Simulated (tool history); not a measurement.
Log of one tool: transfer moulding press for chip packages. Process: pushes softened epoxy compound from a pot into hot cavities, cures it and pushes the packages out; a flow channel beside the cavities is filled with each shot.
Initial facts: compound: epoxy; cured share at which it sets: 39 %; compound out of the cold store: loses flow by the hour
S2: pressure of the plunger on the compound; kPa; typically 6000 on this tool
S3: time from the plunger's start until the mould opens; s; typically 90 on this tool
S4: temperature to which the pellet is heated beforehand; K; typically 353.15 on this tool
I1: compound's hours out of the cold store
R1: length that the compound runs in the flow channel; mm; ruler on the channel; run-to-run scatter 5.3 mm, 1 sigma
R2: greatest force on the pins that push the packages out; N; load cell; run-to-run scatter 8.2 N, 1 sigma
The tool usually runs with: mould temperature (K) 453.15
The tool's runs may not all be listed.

run 1 hour=0.0 | mould_temperature_(K)=453.15 S2=6000 S3=90 S4=353.15 | I1=36.3 | R1=853 R2=505
-- hour=18.3 plunger's sealing rings changed
run 2 hour=36.8 | mould_temperature_(K)=453.15 S2=6000 S3=90 S4=353.15 | I1=35.2 | R1=863 R2=520
-- hour=47.9 cavities cleaned with cleaning compound and waxed
run 3 hour=87.4 | mould_temperature_(K)=453.15 S2=6000 S3=90 S4=353.15 | I1=27.1 | R1=887 R2=509
-- hour=124.0 cavities cleaned with cleaning compound and waxed
run 4 hour=144.3 | mould_temperature_(K)=453.15 S2=6000 S3=90 S4=353.15 | I1=22.9 | R1=888 R2=456
run 5 hour=187.5 | mould_temperature_(K)=453.15 S2=6000 S3=90 S4=353.15 | I1=27.8 | R1=872 R2=533
-- hour=199.3 cavities cleaned with cleaning compound and waxed
run 6 hour=231.2 | mould_temperature_(K)=453.15 S2=6000 S3=90 S4=353.15 | I1=16.5 | R1=908 R2=486
-- hour=241.3 plunger's sealing rings changed
run 7 hour=266.9 | mould_temperature_(K)=453.15 S2=6000 S3=90 S4=353.15 | I1=42.1 | R1=834 R2=527
-- hour=278.1 cavities cleaned with cleaning compound and waxed
run 8 hour=305.1 | mould_temperature_(K)=453.15 S2=6000 S3=90 S4=353.15 | I1=30.3 | R1=874 R2=466
run 9 hour=349.1 | mould_temperature_(K)=453.15 S2=6000 S3=90 S4=353.15 | I1=36.1 | R1=857 R2=503
-- hour=354.3 cavities cleaned with cleaning compound and waxed
run 10 hour=393.9 | mould_temperature_(K)=453.15 S2=6000 S3=90 S4=353.15 | I1=36.1 | R1=839 R2=467
-- hour=428.8 cavities cleaned with cleaning compound and waxed
run 11 hour=428.8 | mould_temperature_(K)=453.15 S2=6000 S3=90 S4=353.15 | I1=20.4 | R1=904 R2=372
-- hour=467.9 plunger's sealing rings changed
run 12 hour=474.2 | mould_temperature_(K)=453.15 S2=4700 S3=90 S4=353.15 | I1=45.7 | R1=742 R2=490
-- hour=505.5 cavities cleaned with cleaning compound and waxed
run 13 hour=516.2 | mould_temperature_(K)=453.15 S2=4700 S3=90 S4=363.15 | I1=19.7 | R1=808 R2=391
run 14 hour=572.3 | mould_temperature_(K)=453.15 S2=4700 S3=90 S4=363.15 | I1=13.6 | R1=832 R2=518
-- hour=581.1 cavities cleaned with cleaning compound and waxed
run 15 hour=613.2 | mould_temperature_(K)=451.15 S2=4700 S3=122 S4=363.15 | I1=47.5 | R1=729 R2=412

Estimate the outcome of run 16 from the log above:
run 16 hour=652.2 | mould_temperature_(K)=447.15 S2=6650 S3=113 S4=363.15 | I1=30.2 | R1=? R2=?

R1: 935 mm
R2: 506 N
Had the tool carried no hidden state, the very same run would have given R1 963 mm, R2 359 N.

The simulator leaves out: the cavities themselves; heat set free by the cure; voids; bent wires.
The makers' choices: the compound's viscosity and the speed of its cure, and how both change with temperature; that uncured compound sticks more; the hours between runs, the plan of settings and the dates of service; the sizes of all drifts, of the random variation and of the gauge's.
